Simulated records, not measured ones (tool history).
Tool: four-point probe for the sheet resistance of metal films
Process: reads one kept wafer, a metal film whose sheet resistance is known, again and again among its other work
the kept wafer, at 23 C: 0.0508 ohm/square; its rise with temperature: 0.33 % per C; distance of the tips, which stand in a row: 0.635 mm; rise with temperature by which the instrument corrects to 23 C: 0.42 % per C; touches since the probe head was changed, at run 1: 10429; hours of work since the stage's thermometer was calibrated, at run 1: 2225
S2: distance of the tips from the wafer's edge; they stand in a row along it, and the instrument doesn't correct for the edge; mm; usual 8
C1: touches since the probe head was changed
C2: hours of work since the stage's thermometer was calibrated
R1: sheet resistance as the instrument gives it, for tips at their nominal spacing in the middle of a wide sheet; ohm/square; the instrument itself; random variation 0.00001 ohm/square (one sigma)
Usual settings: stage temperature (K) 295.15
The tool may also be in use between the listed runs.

run 1 day=0 | stage_temperature_(K)=295.15 S2=8 | C1=10429 C2=2225 | R1=0.050924
run 2 day=2.421 | stage_temperature_(K)=295.15 S2=8 | C1=11474 C2=2261 | R1=0.050918
run 3 day=4.404 | stage_temperature_(K)=295.15 S2=8 | C1=12331 C2=2290 | R1=0.050919
run 4 day=5.625 | stage_temperature_(K)=295.15 S2=8 | C1=12859 C2=2308 | R1=0.050907
run 5 day=8.454 | stage_temperature_(K)=298.15 S2=8 | C1=14082 C2=2349 | R1=0.050799
run 6 day=10.279 | stage_temperature_(K)=298.15 S2=8 | C1=14871 C2=2376 | R1=0.050791
run 7 day=12.854 | stage_temperature_(K)=298.15 S2=8 | C1=15983 C2=2414 | R1=0.050817
run 8 day=14.796 | stage_temperature_(K)=295.15 S2=8 | C1=16821 C2=2443 | R1=0.050959
run 9 day=17.208 | stage_temperature_(K)=295.15 S2=8 | C1=17864 C2=2479 | R1=0.050964
run 10 day=18.433 | stage_temperature_(K)=295.15 S2=8 | C1=18393 C2=2497 | R1=0.050954
run 11 day=20.808 | stage_temperature_(K)=295.15 S2=8 | C1=19418 C2=2532 | R1=0.05097
run 12 day=21.996 | stage_temperature_(K)=295.15 S2=45 | C1=19932 C2=2549 | R1=0.050809
-- day=24.188 stage's thermometer calibrated
run 13 day=24.188 | stage_temperature_(K)=295.15 S2=8 | C1=20870 C2=0 | R1=0.051023
run 14 day=25.538 | stage_temperature_(K)=295.15 S2=11 | C1=21452 C2=20 | R1=0.050941
run 15 day=26.917 | stage_temperature_(K)=295.15 S2=11 | C1=22049 C2=40 | R1=0.050929
run 16 day=28.721 | stage_temperature_(K)=295.15 S2=11 | C1=22829 C2=67 | R1=0.05093
-- day=29.404 stage's thermometer calibrated, once more
run 17 day=30.679 | stage_temperature_(K)=295.15 S2=11 | C1=23665 C2=19 | R1=0.050862
run 18 day=33.012 | stage_temperature_(K)=295.15 S2=11 | C1=24674 C2=53 | R1=0.050884
run 19 day=35.421 | stage_temperature_(K)=295.15 S2=11 | C1=25714 C2=89 | R1=0.050885
run 20 day=37.554 | stage_temperature_(K)=295.15 S2=11 | C1=26635 C2=120 | R1=0.050879
run 21 day=39.804 | stage_temperature_(K)=295.15 S2=11 | C1=27608 C2=153 | R1=0.050873
run 22 day=41.379 | stage_temperature_(K)=292.15 S2=25 | C1=28288 C2=177 | R1=0.050961
run 23 day=43.754 | stage_temperature_(K)=294.15 S2=5 | C1=29314 C2=212 | R1=0.05129
run 24 day=46.238 | stage_temperature_(K)=308.15 S2=8 | C1=30386 C2=248 | R1=0.050417
run 25 day=47.825 | stage_temperature_(K)=308.15 S2=8 | C1=31073 C2=272 | R1=0.05042
run 26 day=49.375 | stage_temperature_(K)=295.15 S2=5 | C1=31743 C2=294 | R1=0.05126
run 27 day=51.683 | stage_temperature_(K)=306.15 S2=3 | C1=32741 C2=328 | R1=0.05154
run 28 day=53.462 | stage_temperature_(K)=306.15 S2=3 | C1=33509 C2=355 | R1=0.051532
run 29 day=55.183 | stage_temperature_(K)=306.15 S2=28 | C1=34251 C2=380 | R1=0.050372
run 30 day=57.808 | stage_temperature_(K)=294.15 S2=53 | C1=35386 C2=419 | R1=0.050891
run 31 day=60.046 | stage_temperature_(K)=292.15 S2=52 | C1=36353 C2=452 | R1=0.050995
run 32 day=62.279 | stage_temperature_(K)=292.15 S2=52 | C1=37317 C2=485 | R1=0.050991
run 33 day=64.717 | stage_temperature_(K)=295.15 S2=5 | C1=38371 C2=521 | R1=0.051308
run 34 day=67.042 | stage_temperature_(K)=295.15 S2=5 | C1=39374 C2=555 | R1=0.051307
run 35 day=69.183 | stage_temperature_(K)=293.15 S2=8 | C1=40300 C2=586 | R1=0.051138
run 36 day=70.533 | stage_temperature_(K)=307.15 S2=70 | C1=40883 C2=606 | R1=0.050375
run 37 day=72.183 | stage_temperature_(K)=307.15 S2=70 | C1=41596 C2=631 | R1=0.05036
run 38 day=73.746 | stage_temperature_(K)=295.15 S2=49 | C1=42272 C2=654 | R1=0.050901
run 39 day=75.012 | stage_temperature_(K)=295.15 S2=49 | C1=42818 C2=672 | R1=0.050892
run 40 day=76.588 | stage_temperature_(K)=291.15 S2=29 | C1=43500 C2=696 | R1=0.051098
run 41 day=78.342 | stage_temperature_(K)=297.15 S2=29 | C1=44257 C2=721 | R1=0.050809
run 42 day=80.562 | stage_temperature_(K)=304.15 S2=9 | C1=45217 C2=754 | R1=0.050633

Hidden state or all else? Some run-to-run changes of R1, split into what the settings, what came in and random variation would give without the hidden state, and what is left for the hidden state (with any gauge scatter that isn't in both results):
The hidden state here: inner tips' distance over the nominal, %; tips' flats over new ones', %; wafer's true temperature over the reading, C; drift of the gauge itself on sheet_ohm, %.
Run 12 -> 13: S2 45 -> 8, stage's thermometer calibrated. R1 +0.000214 ohm/square: hidden state +0.000024, all else +0.00019.
Run 16 -> 17: stage's thermometer calibrated, once more. R1 -0.000068 ohm/square: hidden state -0.000073, all else +0.000005.
Run 23 -> 24: stage temperature (K) 294.15 -> 308.15, S2 5 -> 8. R1 -0.000873 ohm/square: hidden state +0.000007, all else -0.00088.
Run 25 -> 26: stage temperature (K) 308.15 -> 295.15, S2 8 -> 5. R1 +0.00084 ohm/square: hidden state +0.000005, all else +0.000835.
Run 28 -> 29: S2 3 -> 28. R1 -0.00116 ohm/square: hidden state +0.000005, all else -0.001165.
Run 29 -> 30: stage temperature (K) 306.15 -> 294.15, S2 28 -> 53. R1 +0.000519 ohm/square: hidden state +0.000009, all else +0.00051.

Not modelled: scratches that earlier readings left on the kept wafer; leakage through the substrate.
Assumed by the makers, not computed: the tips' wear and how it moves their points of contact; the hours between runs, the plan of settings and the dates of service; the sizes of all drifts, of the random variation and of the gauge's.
